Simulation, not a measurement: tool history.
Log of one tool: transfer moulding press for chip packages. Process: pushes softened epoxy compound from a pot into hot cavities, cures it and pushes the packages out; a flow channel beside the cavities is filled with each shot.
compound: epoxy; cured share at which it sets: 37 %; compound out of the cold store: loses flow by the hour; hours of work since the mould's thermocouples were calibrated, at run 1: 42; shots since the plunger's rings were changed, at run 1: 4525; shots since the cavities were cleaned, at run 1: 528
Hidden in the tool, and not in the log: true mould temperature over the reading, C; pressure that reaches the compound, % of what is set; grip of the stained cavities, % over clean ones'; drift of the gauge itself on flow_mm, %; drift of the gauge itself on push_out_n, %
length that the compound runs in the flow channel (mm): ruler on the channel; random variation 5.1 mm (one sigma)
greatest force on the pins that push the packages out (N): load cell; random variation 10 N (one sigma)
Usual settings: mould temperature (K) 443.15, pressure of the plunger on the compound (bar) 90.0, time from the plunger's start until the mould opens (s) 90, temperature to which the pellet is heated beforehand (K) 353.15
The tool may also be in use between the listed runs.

run   hour  mould temperature (K)  pressure of the plunger on the compound (bar)  time from the plunger's start until the mould opens (s)  temperature to which the pellet is heated beforehand (K)  hours of work since the mould's thermocouples were calibrated  shots since the plunger's rings were changed  shots since the cavities were cleaned  incoming compound's hours out of the cold store  length that the compound runs in the flow channel (mm)  greatest force on the pins that push the packages out (N)
  1    0.0                 443.15                                           90.0                                                       90                                                    353.15                                                             42                                          4525                                    528                                             44.7                                                     624                                                        707
       8.1  -- cavities cleaned with cleaning compound and waxed
  2   37.2                 443.15                                           90.0                                                       90                                                    353.15                                                             58                                          4848                                    263                                             30.5                                                     652                                                        605
      74.9  -- plunger's sealing rings changed
      76.4  -- cavities cleaned with cleaning compound and waxed
  3  109.8                 443.15                                           90.0                                                       90                                                    353.15                                                             90                                           302                                    302                                             41.0                                                     674                                                        607
     146.2  -- cavities cleaned with cleaning compound and waxed
  4  148.1                 443.15                                           90.0                                                       90                                                    353.15                                                            107                                           636                                     18                                              8.8                                                     726                                                        505
  5  178.4                 443.15                                           90.0                                                       90                                                    353.15                                                            121                                           910                                    292                                             46.7                                                     657                                                        621
     214.6  -- cavities cleaned with cleaning compound and waxed
  6  214.6                 437.15                                           90.0                                                       90                                                    353.15                                                            137                                          1224                                      0                                             33.9                                                     697                                                        767
     221.7  -- mould's thermocouples calibrated
  7  274.3                 437.15                                           90.0                                                       90                                                    353.15                                                             24                                          1746                                    522                                             40.8                                                     675                                                       1183
     286.6  -- cavities cleaned with cleaning compound and waxed
  8  306.8                 435.15                                           90.0                                                       89                                                    353.15                                                             39                                          2027                                    183                                             15.9                                                     732                                                       1185
     356.4  -- cavities cleaned with cleaning compound and waxed
  9  364.4                 443.15                                           88.5                                                       90                                                    353.15                                                             65                                          2536                                     73                                             39.3                                                     647                                                        508
 10  398.7                 439.15                                           68.4                                                      127                                                    357.15                                                             81                                          2846                                    383                                             10.6                                                     630                                                        475

3 ways to go on from here, each from the tool as it stands after run 10. What would each give?
     421.9  -- cavities cleaned with cleaning compound and waxed
     434.1  -- mould's thermocouples calibrated, once more
  A  434.1                 439.15                                           73.4                                                      117                                                    353.15                                                              0                                          3135                                     92                                             14.2                                                       ?                                                          ?
     421.9  -- cavities cleaned with cleaning compound and waxed
     434.1  -- mould's thermocouples calibrated, once more
  B  434.1                 449.15                                           71.6                                                      127                                                    359.15                                                              0                                          3135                                     92                                             21.9                                                       ?                                                          ?
     421.9  -- cavities cleaned with cleaning compound and waxed
     434.1  -- mould's thermocouples calibrated, once more
  C  434.1                 439.15                                           69.9                                                      127                                                    350.15                                                              0                                          3135                                     92                                             27.6                                                       ?                                                          ?

run  length that the compound runs in the flow channel (mm)  greatest force on the pins that push the packages out (N)
  A                                                     637                                                        430
  B                                                     587                                                        323
  C                                                     599                                                        354
Without the tool's hidden state the same runs would have given:
run  length that the compound runs in the flow channel (mm)  greatest force on the pins that push the packages out (N)
  A                                                     668                                                        376
  B                                                     616                                                        282
  C                                                     628                                                        309
